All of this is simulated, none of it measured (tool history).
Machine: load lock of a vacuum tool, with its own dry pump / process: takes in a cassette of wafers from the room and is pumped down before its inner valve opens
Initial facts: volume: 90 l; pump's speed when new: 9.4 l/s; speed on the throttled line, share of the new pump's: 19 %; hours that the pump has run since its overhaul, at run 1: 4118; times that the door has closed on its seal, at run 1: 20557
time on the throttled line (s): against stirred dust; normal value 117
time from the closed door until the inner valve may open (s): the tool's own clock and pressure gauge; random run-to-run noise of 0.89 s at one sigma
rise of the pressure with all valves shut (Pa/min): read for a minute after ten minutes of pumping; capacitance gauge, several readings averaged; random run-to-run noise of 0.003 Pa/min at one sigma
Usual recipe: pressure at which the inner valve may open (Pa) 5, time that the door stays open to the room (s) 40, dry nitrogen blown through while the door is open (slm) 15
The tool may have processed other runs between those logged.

run	hour	time on the throttled line (s)	pressure at which the inner valve may open (Pa)	time that the door stays open to the room (s)	dry nitrogen blown through while the door is open (slm)	hours that the pump has run since its overhaul	times that the door has closed on its seal	incoming humidity of the room's air, %	time from the closed door until the inner valve may open (s)	rise of the pressure with all valves shut (Pa/min)
1	0.0	117	5	40	15	4118	20557	46.3	194.8	0.391
2	164.0	117	5	40	15	4282	21206	43.8	195.0	0.420
3	316.9	117	5	40	15	4435	21812	44.2	195.5	0.435
4	410.4	99	5	40	15	4529	22182	47.7	180.4	0.443
# hour 527.4: door's seal changed, seat wiped
5	588.6	99	5	40	31	4705	242	44.0	180.3	0.017
6	737.8	99	5	40	31	4855	833	44.1	182.1	0.025
7	875.3	117	5	40	15	4992	1378	47.4	197.3	0.035
8	1006.8	117	5	40	15	5124	1899	41.7	195.6	0.042
9	1146.8	117	5	40	15	5264	2453	44.2	195.3	0.041
10	1278.5	117	5	40	15	5395	2975	46.2	196.7	0.044
11	1460.5	117	6	40	15	5577	3696	42.6	192.2	0.052
12	1615.1	117	6	40	15	5732	4308	44.3	195.6	0.055
13	1800.8	117	6	48	8	5918	5044	44.6	194.5	0.068
14	1910.9	106	8	170	7	6028	5480	40.2	182.6	0.086
15	2066.7	106	8	146	7	6184	6097	42.8	183.3	0.095
16	2224.5	80	8	146	13	6341	6722	44.6	163.3	0.095
17	2352.3	105	9	31	42	6469	7228	45.0	181.4	0.082
18	2491.2	74	5	31	15	6608	7778	45.9	164.0	0.106
19	2658.8	158	5	40	21	6776	8442	48.0	230.4	0.112
20	2813.8	117	5	80	39	6931	9056	42.1	196.7	0.120
21	2944.4	91	7	139	15	7061	9574	46.8	172.9	0.143
22	3088.0	117	5	128	15	7205	10143	42.8	198.4	0.152
23	3175.0	117	5	128	15	7292	10487	45.5	198.3	0.161

4 ways to go on from here, each from the tool as it stands after run 23. What would each give?
A	3333.1	175	5	128	15	7450	11113	43.2	?	?
B	3333.1	171	5	154	30	7450	11113	42.1	?	?
C	3333.1	80	5	126	23	7450	11113	48.1	?	?
D	3333.1	115	5	100	6	7450	11113	41.8	?	?

run	time from the closed door until the inner valve may open (s)	rise of the pressure with all valves shut (Pa/min)
A	244.5	0.170
B	241.9	0.168
C	170.5	0.167
D	197.9	0.178
The same runs, with their run-to-run variation unchanged, on a tool lacking any hidden condition would have given:
run	time from the closed door until the inner valve may open (s)	rise of the pressure with all valves shut (Pa/min)
A	237.1	0.034
B	234.4	0.030
C	160.9	0.030
D	189.1	0.040

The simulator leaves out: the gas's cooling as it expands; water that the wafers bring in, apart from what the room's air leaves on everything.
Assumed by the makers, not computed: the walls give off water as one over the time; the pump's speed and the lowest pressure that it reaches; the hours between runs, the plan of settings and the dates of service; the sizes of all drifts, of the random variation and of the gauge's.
